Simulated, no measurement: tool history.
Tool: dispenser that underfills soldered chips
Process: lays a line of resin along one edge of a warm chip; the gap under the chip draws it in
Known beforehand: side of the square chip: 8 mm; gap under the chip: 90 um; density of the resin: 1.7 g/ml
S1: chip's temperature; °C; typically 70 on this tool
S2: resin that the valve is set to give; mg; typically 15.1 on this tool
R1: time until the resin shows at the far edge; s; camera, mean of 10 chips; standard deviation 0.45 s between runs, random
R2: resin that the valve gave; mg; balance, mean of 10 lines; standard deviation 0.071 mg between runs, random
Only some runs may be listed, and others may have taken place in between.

run 1 hour=0 | S1=70 S2=15.1 | R1=37.4 R2=14.47
run 2 hour=9.4 | S1=70 S2=15.1 | R1=61.9 R2=14.28
-- hour=13.6 new syringe of resin
run 3 hour=15.2 | S1=60 S2=15.1 | R1=55.7 R2=14.32
run 4 hour=23.7 | S1=60 S2=15.1 | R1=86 R2=14.22
-- hour=30.3 new syringe of resin
run 5 hour=33.5 | S1=60 S2=15.1 | R1=60.2 R2=14.18
run 6 hour=41.3 | S1=60 S2=15.1 | R1=91.3 R2=14.01
-- hour=45.4 dispensing valve cleaned and set on the balance
-- hour=48.7 new syringe of resin
run 7 hour=51.8 | S1=60 S2=15.1 | R1=59.8 R2=15.02
run 8 hour=59.5 | S1=60 S2=15.1 | R1=88.8 R2=14.94
run 9 hour=64.6 | S1=66 S2=15.1 | R1=85.6 R2=14.96
-- hour=65.5 new syringe of resin
run 10 hour=72 | S1=66 S2=15.1 | R1=51.1 R2=14.88
run 11 hour=80.3 | S1=70 S2=15.1 | R1=65.1 R2=14.75
-- hour=82.8 new syringe of resin
run 12 hour=90.9 | S1=61 S2=15.1 | R1=70.4 R2=14.57
-- hour=100.3 new syringe of resin
run 13 hour=101.2 | S1=61 S2=15.1 | R1=49.9 R2=14.67
run 14 hour=107.1 | S1=70 S2=15.1 | R1=43 R2=14.53
run 15 hour=111.8 | S1=75 S2=16 | R1=43.1 R2=15.52
-- hour=117.6 new syringe of resin
run 16 hour=123.3 | S1=69 S2=17 | R1=42.8 R2=16.19
run 17 hour=128.7 | S1=69 S2=17 | R1=55.2 R2=16.21
-- hour=134.7 new syringe of resin
run 18 hour=136.1 | S1=83 S2=14.9 | R1=18.2 R2=14.22
run 19 hour=142.2 | S1=83 S2=14.9 | R1=24.9 R2=14.05
-- hour=151.9 new syringe of resin
run 20 hour=153.5 | S1=70 S2=16.7 | R1=31.9 R2=15.66
run 21 hour=162.6 | S1=65 S2=18.9 | R1=66.7 R2=17.58
-- hour=165.6 dispensing valve cleaned and set on the balance
-- hour=170.2 new syringe of resin
run 22 hour=174.4 | S1=67 S2=14.2 | R1=43.6 R2=14.1
run 23 hour=181.2 | S1=59 S2=16.3 | R1=88.2 R2=16.08
run 24 hour=186.4 | S1=59 S2=16.3 | R1=113.6 R2=16.06
-- hour=187.2 new syringe of resin
run 25 hour=195.5 | S1=68 S2=17.7 | R1=49.8 R2=17.29
run 26 hour=202.6 | S1=68 S2=17.7 | R1=71.6 R2=17.34
-- hour=204.7 new syringe of resin
run 27 hour=213 | S1=61 S2=16.9 | R1=69.2 R2=16.5

Each run again, without the hidden state but with its own random variation kept:
The hidden state here: resin's viscosity, % of fresh resin's; dose that the valve gives, % of what is set; true chip temperature over the reading, C; drift of the gauge itself on fill_s, %; drift of the gauge itself on given_mg, %.
run=1 R1=33.5 R2=15.15
run=2 R1=34.2 R2=15.04
run=3 R1=55.4 R2=15.15
run=4 R1=55 R2=15.13
run=5 R1=54.7 R2=15.18
run=6 R1=55.5 R2=15.07
run=7 R1=55.5 R2=15.09
run=8 R1=55.5 R2=15.07
run=9 R1=41.2 R2=15.13
run=10 R1=40.7 R2=15.12
run=11 R1=33.7 R2=15.06
run=12 R1=52.7 R2=14.98
run=13 R1=53.2 R2=15.17
run=14 R1=33.8 R2=15.08
run=15 R1=26.5 R2=16.15
run=16 R1=35.4 R2=16.97
run=17 R1=34.5 R2=17.04
run=18 R1=18.6 R2=15.01
run=19 R1=18.6 R2=14.89
run=20 R1=33.2 R2=16.71
run=21 R1=44 R2=18.86
run=22 R1=39.7 R2=14.2
run=23 R1=57 R2=16.26
run=24 R1=56.4 R2=16.29
run=25 R1=36.5 R2=17.63
run=26 R1=36.6 R2=17.76
run=27 R1=51.7 R2=17.01
